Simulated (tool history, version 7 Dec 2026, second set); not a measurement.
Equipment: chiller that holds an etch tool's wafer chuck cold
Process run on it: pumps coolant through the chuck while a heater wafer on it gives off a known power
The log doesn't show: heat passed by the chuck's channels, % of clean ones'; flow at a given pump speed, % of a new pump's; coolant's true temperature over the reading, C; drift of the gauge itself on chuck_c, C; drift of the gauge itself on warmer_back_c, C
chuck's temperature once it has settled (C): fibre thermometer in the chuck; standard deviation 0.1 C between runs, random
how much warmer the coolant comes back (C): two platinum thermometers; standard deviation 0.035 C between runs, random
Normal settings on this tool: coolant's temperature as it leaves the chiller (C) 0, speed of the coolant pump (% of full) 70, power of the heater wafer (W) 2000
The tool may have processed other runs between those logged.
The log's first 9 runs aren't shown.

| run | hour | coolant's temperature as it leaves the chiller (C) | speed of the coolant pump (% of full) | power of the heater wafer (W) | hours since the coolant was changed and the channels were flushed | hours since the pump was overhauled | hours since the chiller's thermometer was calibrated | chuck's temperature once it has settled (C) | how much warmer the coolant comes back (C) |
|---|---|---|---|---|---|---|---|---|---|
| 10 | 395.3 | 0 | 70 | 1297 | 1915 | 3028 | 2007 | 10 | 3.88 |
| 11 | 460.8 | 0 | 70 | 1297 | 1980 | 3094 | 2073 | 10.1 | 3.93 |
| 12 | 524.9 | 0 | 70 | 2000 | 2044 | 3158 | 2137 | 15.8 | 5.96 |
| 13 | 589.1 | 0 | 70 | 2000 | 2109 | 3222 | 2201 | 15.6 | 5.94 |
| 14 | 617.6 | 0 | 70 | 2000 | 2137 | 3250 | 2230 | 15.6 | 5.97 |
| 15 | 654 | 0 | 70 | 2000 | 2174 | 3287 | 2266 | 15.6 | 6.07 |
| 16 | 704.8 | 0 | 73 | 2000 | 2224 | 3338 | 2317 | 15.2 | 5.78 |
|  | 755.5 | gauge calibrated |
| 17 | 772.9 | 0 | 73 | 2000 | 2292 | 3406 | 2385 | 15.2 | 5.51 |
|  | 776.8 | chiller's thermometer calibrated |
| 18 | 821.6 | 0 | 65 | 1196 | 2340 | 3453 | 45 | 9.7 | 3.7 |
| 19 | 865.5 | 0 | 65 | 1196 | 2384 | 3497 | 89 | 10 | 3.72 |
| 20 | 900.5 | -2 | 65 | 1196 | 2419 | 3532 | 124 | 7.9 | 3.68 |
| 21 | 940.4 | -4 | 65 | 1196 | 2459 | 3572 | 164 | 6 | 3.73 |
| 22 | 976.7 | -6 | 70 | 2201 | 2495 | 3608 | 200 | 11.4 | 6.36 |
| 23 | 1013.6 | -6 | 70 | 2201 | 2532 | 3645 | 237 | 11.4 | 6.37 |
| 24 | 1076 | -6 | 70 | 2201 | 2595 | 3708 | 299 | 11.4 | 6.44 |
| 25 | 1106.5 | -6 | 70 | 2201 | 2625 | 3738 | 330 | 11.2 | 6.44 |
| 26 | 1146.8 | -6 | 64 | 2497 | 2665 | 3779 | 370 | 14.8 | 7.96 |
| 27 | 1176.7 | 10 | 63 | 2869 | 2695 | 3808 | 400 | 34.4 | 9.33 |
| 28 | 1224.4 | 0 | 64 | 2869 | 2743 | 3856 | 448 | 24.2 | 9.11 |
| 29 | 1267.2 | 0 | 64 | 2869 | 2786 | 3899 | 490 | 24.1 | 9.29 |
| 30 | 1324.2 | -1 | 70 | 2000 | 2843 | 3956 | 547 | 14.8 | 6.02 |
| 31 | 1353.5 | 2 | 89 | 1119 | 2872 | 3985 | 577 | 9.4 | 2.8 |

Each row is a separate what-if for the run after 31, all from the same tool condition, not one after another. Results?
| A | 1414.5 | 2 | 93 | 1119 | 2933 | 4046 | 638 | ? | ? |
| B | 1414.5 | -2 | 83 | 1758 | 2933 | 4046 | 638 | ? | ? |
| C | 1414.5 | -1 | 70 | 2000 | 2933 | 4046 | 638 | ? | ? |

| run | chuck's temperature once it has settled (C) | how much warmer the coolant comes back (C) |
|---|---|---|
| A | 9 | 2.69 |
| B | 10.3 | 4.58 |
| C | 14.7 | 6.05 |
Without the tool's hidden state the same runs would have given:
| run | chuck's temperature once it has settled (C) | how much warmer the coolant comes back (C) |
|---|---|---|
| A | 9 | 2.35 |
| B | 10.3 | 4.24 |
| C | 14.7 | 5.71 |
